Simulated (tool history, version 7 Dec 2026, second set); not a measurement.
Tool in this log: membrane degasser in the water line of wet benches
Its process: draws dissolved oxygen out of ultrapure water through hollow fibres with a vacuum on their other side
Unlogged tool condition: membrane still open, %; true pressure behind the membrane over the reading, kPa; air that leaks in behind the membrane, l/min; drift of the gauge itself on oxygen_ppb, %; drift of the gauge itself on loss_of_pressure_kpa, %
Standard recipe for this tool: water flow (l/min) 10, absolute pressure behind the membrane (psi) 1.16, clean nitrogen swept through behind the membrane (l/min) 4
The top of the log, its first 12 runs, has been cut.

run      day  water flow (l/min)  absolute pressure behind the membrane (psi)  clean nitrogen swept through behind the membrane (l/min)  hours since the membrane was changed  hours since the vacuum gauge was calibrated  hours since the vacuum lines were made tight  dissolved oxygen in the water behind the degasser (ppb)  pressure that the water loses in the fibres (psi)
 13   84.696                  10                                         1.16                                                         4                                  6761                                         3351                                         14270                                                     31.6                                              8.052
 14   90.225                  10                                         1.16                                                         4                                  6894                                         3484                                         14402                                                     31.7                                              7.952
 15   94.775                  10                                         1.16                                                         4                                  7003                                         3593                                         14511                                                     32.2                                              7.967
     103.112  -- gauge calibrated
 16    104.2                  10                                         1.16                                                         4                                  7230                                         3819                                         14738                                                     31.6                                              8.061
 17  112.475                  12                                        1.762                                                     10.01                                  7428                                         4018                                         14936                                                     29.7                                              9.783
 18  119.058                  12                                        1.198                                                      3.35                                  7586                                         4176                                         15094                                                     47.6                                              9.716
 19  126.512                  12                                        1.519                                                      3.29                                  7765                                         4355                                         15273                                                     67.6                                              9.636
      128.15  -- vacuum gauge calibrated
 20  132.821                   8                                        1.168                                                      9.63                                  7916                                          112                                         15424                                                     11.3                                              6.466
 21  143.354                  14                                        1.485                                                      2.92                                  8169                                          365                                         15677                                                     85.5                                             11.293
 22   152.45                   9                                        1.436                                                      2.57                                  8387                                          583                                         15895                                                       59                                              7.311
 23  160.342                   8                                          2.1                                                      8.75                                  8577                                          773                                         16085                                                     27.4                                              6.392
 24  169.488                   8                                         1.07                                                     11.16                                  8796                                          992                                         16304                                                      8.5                                              6.412
 25  177.858                   8                                         1.07                                                     11.16                                  8997                                         1193                                         16505                                                      8.5                                              6.438
 26  185.008                   8                                         1.07                                                     11.16                                  9168                                         1365                                         16677                                                      8.5                                              6.402
     185.904  -- seals of the vacuum lines changed
 27  193.492                  14                                        0.935                                                      6.13                                  9370                                         1566                                           182                                                     22.4                                             11.135
 28  200.971                  14                                        0.935                                                      3.46                                  9550                                         1746                                           362                                                     35.7                                             11.136
 29  209.938                   6                                        1.089                                                     11.54                                  9765                                         1961                                           577                                                        6                                               4.73
 30  216.604                   6                                        1.089                                                     11.54                                  9925                                         2121                                           737                                                        6                                              4.733

Consider 4 possible next runs. They are alternatives, not a sequence: every one starts from the tool as it was left by run 30. What does each give?
  A  226.358                   8                                        1.513                                                         4                                 10159                                         2355                                           971                                                        ?                                                  ?
  B  226.358                   9                                        1.305                                                      4.18                                 10159                                         2355                                           971                                                        ?                                                  ?
  C  226.358                   6                                        0.735                                                     11.54                                 10159                                         2355                                           971                                                        ?                                                  ?
  D  226.358                  10                                        1.089                                                     11.54                                 10159                                         2355                                           971                                                        ?                                                  ?

run  dissolved oxygen in the water behind the degasser (ppb)  pressure that the water loses in the fibres (psi)
  A                                                       37                                              6.332
  B                                                     32.4                                              7.095
  C                                                        3                                              4.708
  D                                                       11                                              7.865
Without the tool's unlogged condition, the same runs would have read:
run  dissolved oxygen in the water behind the degasser (ppb)  pressure that the water loses in the fibres (psi)
  A                                                       37                                               6.53
  B                                                     32.4                                              7.316
  C                                                        3                                              4.856
  D                                                       11                                              8.112

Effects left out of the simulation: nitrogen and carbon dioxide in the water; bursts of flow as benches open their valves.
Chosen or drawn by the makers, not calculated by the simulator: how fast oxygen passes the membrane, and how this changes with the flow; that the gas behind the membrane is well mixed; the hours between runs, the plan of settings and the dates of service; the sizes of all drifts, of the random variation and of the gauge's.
